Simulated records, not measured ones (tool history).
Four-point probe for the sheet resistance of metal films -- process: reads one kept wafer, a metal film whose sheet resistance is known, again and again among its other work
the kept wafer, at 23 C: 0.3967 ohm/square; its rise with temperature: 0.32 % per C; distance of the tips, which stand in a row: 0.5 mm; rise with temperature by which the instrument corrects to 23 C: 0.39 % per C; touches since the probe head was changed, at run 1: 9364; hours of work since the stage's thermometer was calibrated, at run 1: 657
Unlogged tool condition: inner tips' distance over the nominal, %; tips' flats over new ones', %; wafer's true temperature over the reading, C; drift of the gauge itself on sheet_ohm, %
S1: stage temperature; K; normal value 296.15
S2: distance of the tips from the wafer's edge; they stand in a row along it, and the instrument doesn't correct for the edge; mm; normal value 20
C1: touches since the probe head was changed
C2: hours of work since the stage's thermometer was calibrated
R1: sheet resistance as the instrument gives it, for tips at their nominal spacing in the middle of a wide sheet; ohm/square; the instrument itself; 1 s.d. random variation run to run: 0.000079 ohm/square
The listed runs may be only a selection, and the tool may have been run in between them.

| run | hour | S1 | S2 | C1 | C2 | R1 |
|---|---|---|---|---|---|---|
| 1 | 0 | 296.15 | 20 | 9364 | 657 | 0.39669 |
| 2 | 7.4 | 296.15 | 20 | 9491 | 660 | 0.396826 |
| 3 | 22.1 | 296.15 | 20 | 9744 | 668 | 0.396919 |
| 4 | 32.5 | 296.15 | 20 | 9921 | 673 | 0.396828 |
| 5 | 46.7 | 296.15 | 20 | 10165 | 680 | 0.396817 |
| 6 | 58.4 | 297.15 | 20 | 10367 | 686 | 0.396583 |
| 7 | 69.9 | 297.15 | 20 | 10564 | 692 | 0.396539 |
| 8 | 85.9 | 297.15 | 20 | 10837 | 700 | 0.396685 |
| 9 | 99.6 | 296.15 | 4 | 11072 | 707 | 0.400121 |
| 10 | 112 | 296.15 | 4 | 11285 | 713 | 0.399889 |
| 11 | 121.1 | 296.15 | 4 | 11441 | 718 | 0.400028 |
| 12 | 131.8 | 296.15 | 4 | 11625 | 724 | 0.399987 |
| 13 | 139.5 | 296.15 | 4 | 11757 | 727 | 0.400003 |
| 14 | 155.4 | 296.15 | 6 | 12031 | 736 | 0.398162 |
| 15 | 170.1 | 296.15 | 6 | 12283 | 743 | 0.398344 |
| 16 | 184.8 | 296.15 | 6 | 12536 | 750 | 0.398221 |
| 17 | 194.8 | 296.15 | 6 | 12707 | 756 | 0.398077 |
| 18 | 207.4 | 296.15 | 27 | 12923 | 762 | 0.396638 |
| 19 | 216.4 | 304.15 | 20 | 13077 | 766 | 0.394557 |
| 20 | 230.8 | 296.15 | 4 | 13325 | 774 | 0.399917 |
| 21 | 238.8 | 296.15 | 4 | 13462 | 778 | 0.399924 |
| 22 | 256.6 | 294.15 | 4 | 13767 | 787 | 0.400617 |
| 23 | 266.6 | 293.15 | 49 | 13939 | 792 | 0.397715 |
| 24 | 274 | 296.15 | 12 | 14065 | 796 | 0.397139 |
| 25 | 284.1 | 298.15 | 17 | 14239 | 801 | 0.396361 |
| 26 | 298.7 | 302.15 | 20 | 14490 | 808 | 0.395212 |
| 27 | 316.2 | 307.15 | 8 | 14790 | 817 | 0.394356 |
| 28 | 334 | 300.15 | 68 | 15094 | 826 | 0.39567 |
| 29 | 350.9 | 300.15 | 68 | 15385 | 835 | 0.395605 |
| 30 | 365.7 | 294.15 | 33 | 15640 | 842 | 0.397364 |
| 31 | 376.5 | 299.15 | 27 | 15824 | 848 | 0.396006 |
| 32 | 387.9 | 292.15 | 8 | 16020 | 854 | 0.398674 |
| 33 | 396.3 | 296.15 | 5 | 16163 | 858 | 0.39882 |
| 34 | 412.3 | 295.15 | 11 | 16438 | 866 | 0.397279 |
| 35 | 420.9 | 295.15 | 11 | 16586 | 870 | 0.39763 |
| 36 | 431.8 | 296.15 | 3 | 16773 | 876 | 0.402653 |
| 37 | 439.4 | 295.15 | 45 | 16903 | 880 | 0.397018 |
| 38 | 449.8 | 291.15 | 20 | 17082 | 885 | 0.398219 |
| 39 | 466.7 | 293.15 | 20 | 17372 | 894 | 0.397656 |
| 40 | 484.6 | 296.15 | 71 | 17678 | 903 | 0.396626 |
| 41 | 502.1 | 301.15 | 44 | 17980 | 912 | 0.395382 |

Forecast each of these 5 alternatives for the next run:
| A | 515.3 | 299.15 | 14 | 18205 | 918 | ? |
| B | 515.3 | 297.15 | 5 | 18205 | 918 | ? |
| C | 515.3 | 292.15 | 17 | 18205 | 918 | ? |
| D | 515.3 | 304.15 | 72 | 18205 | 918 | ? |
| E | 515.3 | 291.15 | 16 | 18205 | 918 | ? |

| run | R1 |
|---|---|
| A | 0.3961 |
| B | 0.398608 |
| C | 0.398082 |
| D | 0.394306 |
| E | 0.39832 |
Had the tool no hidden state, the same runs would have come out as:
| run | R1 |
|---|---|
| A | 0.396088 |
| B | 0.398596 |
| C | 0.39807 |
| D | 0.394294 |
| E | 0.398308 |
